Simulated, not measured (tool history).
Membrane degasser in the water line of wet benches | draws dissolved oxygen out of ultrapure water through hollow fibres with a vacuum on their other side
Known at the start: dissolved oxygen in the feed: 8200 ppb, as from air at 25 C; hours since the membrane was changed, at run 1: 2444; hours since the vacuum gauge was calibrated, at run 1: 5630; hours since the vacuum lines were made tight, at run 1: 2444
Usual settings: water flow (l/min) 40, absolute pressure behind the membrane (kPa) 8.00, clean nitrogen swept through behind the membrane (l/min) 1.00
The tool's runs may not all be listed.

run    hour  water flow (l/min)  absolute pressure behind the membrane (kPa)  clean nitrogen swept through behind the membrane (l/min)  hours since the membrane was changed  hours since the vacuum gauge was calibrated  hours since the vacuum lines were made tight  dissolved oxygen in the water behind the degasser (ppb)  pressure that the water loses in the fibres (kPa)
  1     0.0                  40                                         8.00                                                      1.00                                  2444                                         5630                                          2444                                                    405.9                                              40.02
  2    94.7                  37                                         8.00                                                      1.00                                  2539                                         5725                                          2539                                                    376.4                                              37.41
  3   183.2                  40                                         8.00                                                      1.00                                  2627                                         5813                                          2627                                                    403.6                                              40.07
  4   311.1                  28                                         8.00                                                      1.00                                  2755                                         5941                                          2755                                                    297.6                                              27.91
  5   521.4                  28                                         8.00                                                      1.00                                  2965                                         6151                                          2965                                                    295.3                                              28.33
  6   708.8                  28                                         8.00                                                      1.00                                  3153                                         6339                                          3153                                                    297.7                                              28.09
  7   853.6                  28                                         8.00                                                      1.00                                  3297                                         6483                                          3297                                                    297.8                                              28.22
  8  1040.8                  28                                         5.92                                                      1.00                                  3485                                         6671                                          3485                                                    176.8                                              28.27
  9  1219.8                  32                                         8.00                                                      1.00                                  3664                                         6850                                          3664                                                    335.4                                              32.27
 10  1316.7                  40                                         9.88                                                      1.00                                  3761                                         6947                                          3761                                                    550.0                                              40.38
 11  1529.0                  40                                         9.88                                                      1.00                                  3973                                         7159                                          3973                                                    546.6                                              40.20
 12  1688.6                  40                                         9.88                                                      1.00                                  4133                                         7318                                          4133                                                    552.4                                              40.05
 13  1780.9                  40                                         9.88                                                      1.00                                  4225                                         7411                                          4225                                                    548.2                                              40.01
     1928.0  -- vacuum gauge calibrated
 14  1943.0                  40                                         9.88                                                      1.00                                  4386                                           15                                          4386                                                    548.6                                              40.31
 15  2081.5                  40                                         8.00                                                      1.00                                  4525                                          154                                          4525                                                    410.3                                              40.27
 16  2204.5                  40                                         8.00                                                      1.00                                  4648                                          276                                          4648                                                    409.0                                              40.33
 17  2405.5                  33                                         9.24                                                      0.98                                  4849                                          478                                          4849                                                    436.0                                              33.07
 18  2522.1                  60                                         8.72                                                      1.00                                  4965                                          594                                          4965                                                    652.6                                              60.38
 19  2623.2                  33                                         8.95                                                      1.00                                  5067                                          695                                          5067                                                    411.2                                              33.05
     2691.3  -- gauge calibrated
 20  2803.9                  41                                        17.04                                                      0.69                                  5247                                          876                                          5247                                                   1355.3                                              41.10
 21  2893.1                  48                                         6.14                                                      1.00                                  5337                                          965                                          5337                                                    310.7                                              48.10
 22  3045.0                  33                                         6.31                                                      0.42                                  5488                                         1117                                          5488                                                    419.5                                              32.93
 23  3200.9                  33                                        17.15                                                      1.92                                  5644                                         1273                                          5644                                                    537.0                                              33.28
 24  3342.1                  36                                         8.52                                                      0.55                                  5786                                         1414                                          5786                                                    615.2                                              36.37
 25  3452.7                  36                                         8.52                                                      0.55                                  5896                                         1525                                          5896                                                    621.0                                              36.39
 26  3649.8                  26                                         5.55                                                      2.43                                  6093                                         1722                                          6093                                                     73.2                                              26.02
 27  3857.1                  26                                         5.55                                                      2.43                                  6301                                         1929                                          6301                                                     73.7                                              26.21
 28  3977.5                  26                                         5.55                                                      2.43                                  6421                                         2049                                          6421                                                     73.8                                              26.08
 29  4177.5                  44                                         5.55                                                      0.56                                  6621                                         2250                                          6621                                                    344.7                                              44.30
 30  4393.5                  44                                        14.54                                                      2.73                                  6837                                         2465                                          6837                                                    444.0                                              44.17
 31  4551.4                  40                                         8.00                                                      1.94                                  6995                                         2623                                          6995                                                    253.0                                              40.22

Hidden state or all else? Some run-to-run changes of dissolved oxygen in the water behind the degasser (ppb), split into what the settings, what came in and random variation would give without the hidden state, and what is left for the hidden state (with any gauge scatter that isn't in both results):
The hidden state here: membrane still open, %; true pressure behind the membrane over the reading, kPa; air that leaks in behind the membrane, l/min; drift of the gauge itself on oxygen_ppb, %; drift of the gauge itself on loss_of_pressure_kpa, %.
Run 17 -> 18: water flow (l/min) 33 -> 60, absolute pressure behind the membrane (kPa) 9.24 -> 8.72, clean nitrogen swept through behind the membrane (l/min) 0.98 -> 1.00. dissolved oxygen in the water behind the degasser (ppb) +216.6: hidden state +6.2, all else +210.4.
Run 18 -> 19: water flow (l/min) 60 -> 33, absolute pressure behind the membrane (kPa) 8.72 -> 8.95. dissolved oxygen in the water behind the degasser (ppb) -241.4: hidden state -5.9, all else -235.5.
Run 19 -> 20: water flow (l/min) 33 -> 41, absolute pressure behind the membrane (kPa) 8.95 -> 17.04, clean nitrogen swept through behind the membrane (l/min) 1.00 -> 0.69, gauge calibrated. dissolved oxygen in the water behind the degasser (ppb) +944.1: hidden state -9.6, all else +953.7.
Run 20 -> 21: water flow (l/min) 41 -> 48, absolute pressure behind the membrane (kPa) 17.04 -> 6.14, clean nitrogen swept through behind the membrane (l/min) 0.69 -> 1.00. dissolved oxygen in the water behind the degasser (ppb) -1044.6: hidden state -0.9, all else -1043.7.
Run 25 -> 26: water flow (l/min) 36 -> 26, absolute pressure behind the membrane (kPa) 8.52 -> 5.55, clean nitrogen swept through behind the membrane (l/min) 0.55 -> 2.43. dissolved oxygen in the water behind the degasser (ppb) -547.8: hidden state -4.4, all else -543.4.
